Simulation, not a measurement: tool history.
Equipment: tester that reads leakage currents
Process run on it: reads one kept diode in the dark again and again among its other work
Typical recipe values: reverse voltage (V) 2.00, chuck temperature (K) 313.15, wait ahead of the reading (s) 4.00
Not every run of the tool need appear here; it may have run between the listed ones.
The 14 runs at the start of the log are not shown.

run	hour	reverse voltage (V)	chuck temperature (K)	wait ahead of the reading (s)	hours of work since the probe card was cleaned	hours of work since the tester was calibrated	hours of work since the chuck was calibrated	current that the tester gives (pA)
15	375.6	2.00	313.15	5.95	684	452	354	424.66
16	394.9	2.00	313.15	5.95	693	461	364	427.60
17	429.6	2.00	313.15	4.00	710	478	381	424.24
18	449.5	6.54	313.15	4.00	720	488	391	619.13
19	464.8	6.54	313.15	4.00	727	496	398	618.99
20	480.3	6.54	313.15	4.00	735	503	406	618.07
21	509.8	4.35	313.15	4.00	749	518	420	546.27
22	530.0	4.35	313.15	4.00	759	528	430	543.07
23	547.1	2.00	313.15	0.68	768	536	438	425.50
24	576.1	2.00	313.15	0.68	782	550	452	426.94
25	608.8	1.24	314.15	0.74	798	566	468	389.18
26	631.5	2.00	331.15	1.81	809	577	480	1327.38
27	647.8	2.00	331.15	1.81	817	585	487	1330.45
28	664.1	2.00	331.15	1.81	825	593	495	1331.67
29	680.2	2.98	298.15	3.54	833	601	503	169.03
30	696.4	2.98	298.15	3.54	841	609	511	167.80
31	710.9	1.61	330.15	4.00	848	616	518	1167.95
32	727.4	9.66	308.15	1.48	856	624	526	500.57
33	753.1	1.54	313.15	3.78	868	637	539	389.12
34	772.0	4.30	312.15	0.74	877	646	548	510.13
35	796.3	4.30	312.15	0.74	889	658	560	505.96
36	829.4	1.81	314.15	0.80	906	674	576	440.32
37	846.6	4.42	308.15	1.47	914	682	585	390.52

Expected results for the next run?
38	866.5	4.42	312.15	1.47	924	692	594	?

Run 38 gave current that the tester gives (pA) 511.07.
Minus the tool's unlogged condition, the same run would have read current that the tester gives (pA) 511.37.

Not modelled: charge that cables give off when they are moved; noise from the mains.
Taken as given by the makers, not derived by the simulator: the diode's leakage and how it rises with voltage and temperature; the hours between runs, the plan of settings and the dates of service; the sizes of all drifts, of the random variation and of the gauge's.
